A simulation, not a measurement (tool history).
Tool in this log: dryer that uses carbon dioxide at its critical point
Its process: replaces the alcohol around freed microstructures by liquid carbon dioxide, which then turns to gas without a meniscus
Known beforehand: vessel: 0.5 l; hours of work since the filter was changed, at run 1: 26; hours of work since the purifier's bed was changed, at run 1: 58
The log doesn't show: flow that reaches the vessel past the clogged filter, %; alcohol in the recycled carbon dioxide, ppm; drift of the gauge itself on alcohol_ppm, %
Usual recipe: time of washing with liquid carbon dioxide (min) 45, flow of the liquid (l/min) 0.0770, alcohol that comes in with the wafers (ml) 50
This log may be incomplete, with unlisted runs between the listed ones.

run,day,time of washing with liquid carbon dioxide (min),flow of the liquid (l/min),alcohol that comes in with the wafers (ml),hours of work since the filter was changed,hours of work since the purifier's bed was changed,alcohol left in the vessel before it's heated (ppm by volume)
1,0.000,45,0.0770,50,26,58,697
2,0.467,45,0.0650,50,31,63,1484
3,1.275,45,0.1273,50,40,72,42
4,2.062,43,0.0770,50,49,80,863
5,2.458,43,0.0770,50,53,85,878
6,3.117,45,0.0770,50,60,92,699
7,3.733,45,0.0770,50,67,99,716
8,4.350,45,0.0770,50,74,105,712
9,5.121,45,0.0770,50,82,114,702
10,5.929,50,0.0770,50,91,123,429
11,6.438,50,0.0770,50,97,128,440
12,7.375,45,0.1196,50,107,139,83
13,7.867,45,0.1196,50,113,144,69
14,8.421,45,0.1196,50,119,150,80
15,8.825,45,0.0770,50,123,155,722
16,9.388,35,0.0770,50,129,161,2127
17,10.154,62,0.0770,50,138,169,153
18,10.679,62,0.0770,50,144,175,155
19,11.142,62,0.0770,50,149,180,152
20,12.088,62,0.0770,50,159,190,160
21,13.000,62,0.0770,50,169,200,164
22,13.862,62,0.0770,50,178,210,149
23,14.575,67,0.0770,50,186,218,115
24,15.492,67,0.0770,50,196,228,110
25,16.312,42,0.0770,61,205,237,1302
26,17.196,45,0.0727,55,215,247,1117
27,17.633,54,0.0637,84,220,251,1386
28,18.475,52,0.0622,84,229,261,1855
29,19.071,27,0.0679,101,236,267,15682
30,19.796,44,0.0858,45,244,275,520
31,20.250,45,0.1091,50,249,280,168
32,20.746,45,0.1091,50,254,286,163
33,21.571,45,0.1091,50,263,295,177
34,22.488,30,0.0788,50,273,305,3720
35,23.425,30,0.0788,50,284,315,3719
36,23.858,48,0.0770,50,288,320,652
37,24.712,48,0.0770,50,298,329,665
38,25.417,48,0.0770,50,305,337,661
39,26.171,48,0.0770,23,314,345,348
40,26.662,48,0.0616,28,319,351,1014
41,27.246,48,0.0616,28,326,357,1037
42,28.192,48,0.0616,28,336,367,1004
43,28.858,48,0.0616,28,343,375,1017
44,29.542,30,0.0595,90,351,382,15668
45,30.067,30,0.0595,45,357,388,7840
46,31.025,45,0.0713,50,367,398,1330

What if the next run were any one of these 5? Each begins from the tool's condition after run 46:
A,31.862,66,0.1163,69,376,408,?
B,31.862,45,0.0713,29,376,408,?
C,31.862,45,0.1258,92,376,408,?
D,31.862,64,0.0651,50,376,408,?
E,31.862,71,0.0713,50,376,408,?

run,alcohol left in the vessel before it's heated (ppm by volume)
A,84
B,798
C,152
D,399
E,174
Stripped of hidden state, with their random variation kept, the same runs would have yielded:
run,alcohol left in the vessel before it's heated (ppm by volume)
A,8
B,542
C,46
D,225
E,64

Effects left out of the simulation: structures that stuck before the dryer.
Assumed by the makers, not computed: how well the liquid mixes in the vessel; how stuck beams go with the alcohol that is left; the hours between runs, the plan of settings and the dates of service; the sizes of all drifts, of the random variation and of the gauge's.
